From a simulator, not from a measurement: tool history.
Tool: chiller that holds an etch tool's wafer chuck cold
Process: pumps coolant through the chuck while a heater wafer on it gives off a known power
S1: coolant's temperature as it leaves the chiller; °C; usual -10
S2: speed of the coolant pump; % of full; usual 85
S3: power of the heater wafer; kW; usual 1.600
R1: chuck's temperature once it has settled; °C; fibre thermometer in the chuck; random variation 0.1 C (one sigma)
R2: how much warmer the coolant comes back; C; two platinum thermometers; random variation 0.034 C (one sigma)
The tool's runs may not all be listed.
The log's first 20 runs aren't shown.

run 21 hour=1100.2 | S1=-1 S2=76 S3=1.250 | R1=8.8 R2=4.74
run 22 hour=1146.2 | S1=-10 S2=79 S3=1.600 | R1=2.2 R2=5.86
-- hour=1197.0 chiller's thermometer calibrated
run 23 hour=1197.0 | S1=-10 S2=85 S3=0.918 | R1=-3.5 R2=3.12
run 24 hour=1264.1 | S1=-10 S2=84 S3=0.940 | R1=-3.2 R2=3.20
run 25 hour=1297.5 | S1=-18 S2=93 S3=1.600 | R1=-7.8 R2=4.94
run 26 hour=1366.0 | S1=-19 S2=90 S3=2.224 | R1=-4.0 R2=7.17
run 27 hour=1426.3 | S1=-2 S2=90 S3=1.121 | R1=5.7 R2=3.63
run 28 hour=1475.3 | S1=-2 S2=90 S3=1.121 | R1=5.5 R2=3.61
run 29 hour=1545.4 | S1=-18 S2=92 S3=1.596 | R1=-7.4 R2=5.08
run 30 hour=1604.2 | S1=-10 S2=92 S3=1.600 | R1=0.7 R2=5.00
run 31 hour=1648.0 | S1=-12 S2=75 S3=1.012 | R1=-4.0 R2=3.93
run 32 hour=1717.4 | S1=-11 S2=90 S3=1.600 | R1=-0.2 R2=5.23

Forecast each of these 3 alternatives for the next run:
run A hour=1776.8 | S1=-19 S2=90 S3=1.600 | R1=? R2=?
run B hour=1776.8 | S1=-4 S2=85 S3=1.778 | R1=? R2=?
run C hour=1776.8 | S1=-12 S2=66 S3=1.708 | R1=? R2=?

run=A R1=-8.0 R2=5.17
run=B R1=8.9 R2=6.08
run=C R1=3.5 R2=7.52
Without the tool's hidden state the same runs would have given:
run=A R1=-8.6 R2=5.09
run=B R1=8.2 R2=5.98
run=C R1=2.8 R2=7.39
